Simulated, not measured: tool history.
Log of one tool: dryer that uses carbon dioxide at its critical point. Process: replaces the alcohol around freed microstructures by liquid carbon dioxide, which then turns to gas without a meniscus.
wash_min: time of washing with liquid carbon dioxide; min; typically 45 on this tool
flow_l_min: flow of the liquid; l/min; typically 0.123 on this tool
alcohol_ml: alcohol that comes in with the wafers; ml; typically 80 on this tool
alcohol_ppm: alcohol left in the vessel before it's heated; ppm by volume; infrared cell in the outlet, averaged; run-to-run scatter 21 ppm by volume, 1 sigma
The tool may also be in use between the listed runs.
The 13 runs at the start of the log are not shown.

| run | hour | wash_min | flow_l_min | alcohol_ml | hours of work since the filter was changed | hours of work since the purifier's bed was changed | alcohol_ppm |
|---|---|---|---|---|---|---|---|
| 14 | 192.5 | 45 | 0.123 | 80 | 196 | 289 | 2098 |
| 15 | 212.4 | 45 | 0.123 | 80 | 204 | 297 | 2088 |
| 16 | 230 | 45 | 0.15 | 80 | 210 | 303 | 992 |
| 17 | 239.4 | 43 | 0.12 | 46 | 214 | 307 | 1606 |
| 18 | 258.1 | 60 | 0.092 | 36 | 220 | 314 | 1035 |
| 19 | 279 | 58 | 0.144 | 71 | 228 | 321 | 372 |
| 20 | 296.4 | 58 | 0.144 | 71 | 235 | 328 | 379 |
|  | 319 | inlet filter changed |
| 21 | 319 | 58 | 0.144 | 71 | 0 | 336 | 220 |
| 22 | 339 | 58 | 0.16 | 71 | 7 | 343 | 150 |
| 23 | 354.9 | 58 | 0.16 | 71 | 13 | 349 | 151 |
| 24 | 366.8 | 58 | 0.16 | 71 | 18 | 353 | 153 |
| 25 | 378.2 | 66 | 0.133 | 27 | 22 | 357 | 119 |
| 26 | 391.6 | 66 | 0.133 | 27 | 27 | 362 | 118 |
| 27 | 413 | 30 | 0.133 | 93 | 34 | 370 | 5394 |
| 28 | 434.3 | 30 | 0.133 | 93 | 42 | 378 | 5412 |
| 29 | 447.8 | 33 | 0.175 | 32 | 47 | 383 | 592 |
| 30 | 463.3 | 50 | 0.077 | 27 | 53 | 388 | 1769 |
| 31 | 473 | 50 | 0.077 | 100 | 56 | 392 | 6277 |
| 32 | 485.9 | 50 | 0.077 | 100 | 61 | 397 | 6465 |

Branching from run 32: 3 alternative next runs. What would each branch give?
| A | 502.1 | 35 | 0.123 | 80 | 67 | 403 | ? |
| B | 502.1 | 45 | 0.123 | 82 | 67 | 403 | ? |
| C | 502.1 | 45 | 0.148 | 24 | 67 | 403 | ? |

| run | alcohol_ppm |
|---|---|
| A | 3810 |
| B | 1709 |
| C | 294 |
Without the tool's unlogged condition, the same runs would have read:
| run | alcohol_ppm |
|---|---|
| A | 3353 |
| B | 1420 |
| C | 180 |

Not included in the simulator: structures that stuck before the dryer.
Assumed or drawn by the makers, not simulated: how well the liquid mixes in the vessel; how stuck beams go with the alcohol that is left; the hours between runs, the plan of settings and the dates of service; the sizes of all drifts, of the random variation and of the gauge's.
